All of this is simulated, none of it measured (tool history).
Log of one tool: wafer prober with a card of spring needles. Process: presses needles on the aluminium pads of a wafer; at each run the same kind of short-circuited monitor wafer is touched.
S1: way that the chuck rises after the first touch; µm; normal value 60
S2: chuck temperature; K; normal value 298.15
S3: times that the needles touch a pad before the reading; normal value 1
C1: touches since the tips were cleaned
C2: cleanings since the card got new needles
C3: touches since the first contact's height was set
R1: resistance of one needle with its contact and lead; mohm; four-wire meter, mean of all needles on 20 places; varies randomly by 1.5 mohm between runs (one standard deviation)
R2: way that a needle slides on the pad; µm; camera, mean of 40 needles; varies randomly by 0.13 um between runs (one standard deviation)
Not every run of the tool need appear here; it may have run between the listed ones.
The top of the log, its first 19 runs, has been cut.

-- day=10.946 tips cleaned on abrasive film
-- day=11.3 tips cleaned on abrasive film
run 20 day=11.308 | S1=60 S2=298.15 S3=2 | C1=28 C2=41 C3=83012 | R1=150 R2=9.23
run 21 day=11.642 | S1=77 S2=335.15 S3=2 | C1=1751 C2=41 C3=84735 | R1=190 R2=11.78
-- day=11.712 tips cleaned on abrasive film
-- day=12.075 tips cleaned on abrasive film
run 22 day=12.108 | S1=56 S2=359.15 S3=2 | C1=176 C2=43 C3=87103 | R1=177 R2=8.16
-- day=12.471 tips cleaned on abrasive film
run 23 day=12.788 | S1=64 S2=373.15 S3=3 | C1=1639 C2=44 C3=90580 | R1=191 R2=9.68
-- day=12.862 tips cleaned on abrasive film
-- day=13.221 tips cleaned on abrasive film
run 24 day=13.425 | S1=80 S2=395.15 S3=1 | C1=1061 C2=46 C3=93836 | R1=198 R2=12.15
-- day=13.604 tips cleaned on abrasive film
run 25 day=13.783 | S1=80 S2=395.15 S3=1 | C1=922 C2=47 C3=95652 | R1=198 R2=12.25
-- day=13.967 tips cleaned on abrasive film
run 26 day=14.312 | S1=60 S2=378.15 S3=2 | C1=1781 C2=48 C3=98366 | R1=237 R2=9.02
-- day=14.388 tips cleaned on abrasive film
-- day=14.688 height of the first contact set anew
-- day=14.775 tips cleaned on abrasive film
run 27 day=15.083 | S1=61 S2=311.15 S3=2 | C1=1585 C2=50 C3=2025 | R1=214 R2=9.8
-- day=15.154 tips cleaned on abrasive film
-- day=15.529 tips cleaned on abrasive film
run 28 day=15.817 | S1=61 S2=311.15 S3=2 | C1=1469 C2=52 C3=5758 | R1=206 R2=9.76
-- day=15.912 tips cleaned on abrasive film
-- day=16.3 tips cleaned on abrasive film
run 29 day=16.579 | S1=58 S2=347.15 S3=3 | C1=1446 C2=54 C3=9657 | R1=194 R2=9.2
-- day=16.7 tips cleaned on abrasive film
-- day=17.079 tips cleaned on abrasive film
run 30 day=17.079 | S1=60 S2=298.15 S3=2 | C1=0 C2=56 C3=12183 | R1=143 R2=9.72
-- day=17.433 tips cleaned on abrasive film
run 31 day=17.583 | S1=60 S2=298.15 S3=2 | C1=769 C2=57 C3=14769 | R1=179 R2=9.56

Forecast each of these 3 alternatives for the next run:
-- day=17.812 tips cleaned on abrasive film
-- day=18.175 tips cleaned on abrasive film
run A day=18.175 | S1=60 S2=320.15 S3=1 | C1=0 C2=59 C3=17781 | R1=? R2=?
-- day=17.812 tips cleaned on abrasive film
-- day=18.175 tips cleaned on abrasive film
run B day=18.175 | S1=77 S2=342.15 S3=2 | C1=0 C2=59 C3=17781 | R1=? R2=?
-- day=17.812 tips cleaned on abrasive film
-- day=18.175 tips cleaned on abrasive film
run C day=18.175 | S1=68 S2=307.15 S3=1 | C1=0 C2=59 C3=17781 | R1=? R2=?

run=A R1=147 R2=9.51
run=B R1=139 R2=12.07
run=C R1=142 R2=10.8
Stripped of hidden state, with their random variation kept, the same runs would have yielded:
run=A R1=135 R2=9.68
run=B R1=133 R2=12.24
run=C R1=133 R2=10.97

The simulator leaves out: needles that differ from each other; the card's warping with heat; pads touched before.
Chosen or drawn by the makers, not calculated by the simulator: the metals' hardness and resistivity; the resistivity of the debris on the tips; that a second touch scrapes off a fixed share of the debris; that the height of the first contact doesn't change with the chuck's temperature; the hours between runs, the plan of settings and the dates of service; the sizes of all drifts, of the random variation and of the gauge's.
